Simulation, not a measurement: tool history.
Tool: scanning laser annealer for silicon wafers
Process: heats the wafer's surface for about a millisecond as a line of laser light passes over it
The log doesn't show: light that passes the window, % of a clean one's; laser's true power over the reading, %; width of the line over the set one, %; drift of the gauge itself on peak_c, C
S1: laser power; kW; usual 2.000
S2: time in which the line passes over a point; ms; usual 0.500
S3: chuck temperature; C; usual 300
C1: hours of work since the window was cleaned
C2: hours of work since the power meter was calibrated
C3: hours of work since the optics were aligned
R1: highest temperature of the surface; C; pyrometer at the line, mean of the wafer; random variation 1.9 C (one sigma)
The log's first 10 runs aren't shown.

run    hour     S1     S2   S3   C1    C2   C3    R1
 11   323.8  2.000  0.500  300  729  1468  307  1137
 12   349.6  2.000  0.500  300  748  1487  326  1132
 13   385.8  1.857  0.500  300  774  1514  352  1064
 14   417.3  1.857  0.500  300  797  1537  375  1065
 15   447.8  1.857  0.500  300  820  1559  398  1064
 16   472.6  1.733  0.500  300  838  1577  416  1000
      485.2  -- window over the wafer cleaned
 17   497.7  1.733  0.500  300    9  1594  433  1003
 18   540.5  1.733  0.500  300   40  1625  464  1000
 19   591.2  1.733  0.500  300   77  1662  501  1003
 20   644.0  1.733  0.500  300  116  1701  540  1001
 21   693.7  2.175  0.500  314  152  1737  576  1242
 22   746.8  2.000  0.412  297  191  1776  615  1058
 23   797.5  2.000  0.615  337  228  1813  652  1266
 24   835.9  2.000  0.615  337  256  1841  680  1265
 25   864.5  2.000  0.578  324  277  1862  701  1222
 26   894.5  2.000  0.578  324  299  1884  722  1219
 27   925.5  2.000  0.578  320  321  1906  745  1217
 28   968.3  2.000  0.497  325  353  1938  776  1158
      980.9  -- optics aligned, line set to its width
 29  1001.6  1.821  0.418  305  373  1958   15   990
 30  1043.6  1.821  0.418  305  404  1989   46   992
 31  1066.4  2.000  0.415  322  421  2006   62  1083

Forecast run 32:
 32  1116.9  1.805  0.481  331  458  2042  99   ?

Run 32 gave R1 1056 C.
Without the tool's hidden state the same run would have given R1 1056 C.
